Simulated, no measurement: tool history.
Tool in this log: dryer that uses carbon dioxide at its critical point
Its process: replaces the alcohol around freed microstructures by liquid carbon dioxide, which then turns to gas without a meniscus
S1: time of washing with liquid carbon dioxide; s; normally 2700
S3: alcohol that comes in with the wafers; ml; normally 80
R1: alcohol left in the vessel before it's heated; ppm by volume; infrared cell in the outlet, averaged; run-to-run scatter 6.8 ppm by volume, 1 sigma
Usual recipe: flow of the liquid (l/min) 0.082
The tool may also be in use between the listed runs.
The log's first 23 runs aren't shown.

{"run": 24, "hour": 594.9, "S1": 2100, "flow of the liquid (l/min)": 0.1238, "S3": 104, "R1": 291}
{"hour": 621.2, "done": "inlet filter changed"}
{"run": 25, "hour": 629.7, "S1": 3240, "flow of the liquid (l/min)": 0.1105, "S3": 64, "R1": 72}
{"run": 26, "hour": 662.6, "S1": 3240, "flow of the liquid (l/min)": 0.1105, "S3": 30, "R1": 87}
{"run": 27, "hour": 683.3, "S1": 3360, "flow of the liquid (l/min)": 0.0502, "S3": 69, "R1": 1373}
{"run": 28, "hour": 701.8, "S1": 3360, "flow of the liquid (l/min)": 0.0502, "S3": 69, "R1": 1337}
{"run": 29, "hour": 727.9, "S1": 1860, "flow of the liquid (l/min)": 0.1282, "S3": 80, "R1": 262}
{"run": 30, "hour": 755.3, "S1": 1860, "flow of the liquid (l/min)": 0.1288, "S3": 76, "R1": 255}
{"run": 31, "hour": 789.4, "S1": 1860, "flow of the liquid (l/min)": 0.1288, "S3": 76, "R1": 250}
{"run": 32, "hour": 817.5, "S1": 4140, "flow of the liquid (l/min)": 0.082, "S3": 89, "R1": 97}
{"run": 33, "hour": 834.4, "S1": 3000, "flow of the liquid (l/min)": 0.0563, "S3": 80, "R1": 1595}
{"run": 34, "hour": 862.1, "S1": 2220, "flow of the liquid (l/min)": 0.1299, "S3": 21, "R1": 102}
{"run": 35, "hour": 889.0, "S1": 2760, "flow of the liquid (l/min)": 0.0529, "S3": 21, "R1": 856}
{"run": 36, "hour": 905.0, "S1": 2760, "flow of the liquid (l/min)": 0.0529, "S3": 21, "R1": 844}
{"run": 37, "hour": 937.7, "S1": 2640, "flow of the liquid (l/min)": 0.1066, "S3": 80, "R1": 165}
{"run": 38, "hour": 962.5, "S1": 2820, "flow of the liquid (l/min)": 0.138, "S3": 86, "R1": 104}

Predict the results of run 39:
{"run": 39, "hour": 987.9, "S1": 4260, "flow of the liquid (l/min)": 0.1247, "S3": 80, "R1": "?"}

Run 39 measured R1 91 ppm by volume.
With no hidden state in the tool, this same run would have given R1 1 ppm by volume.
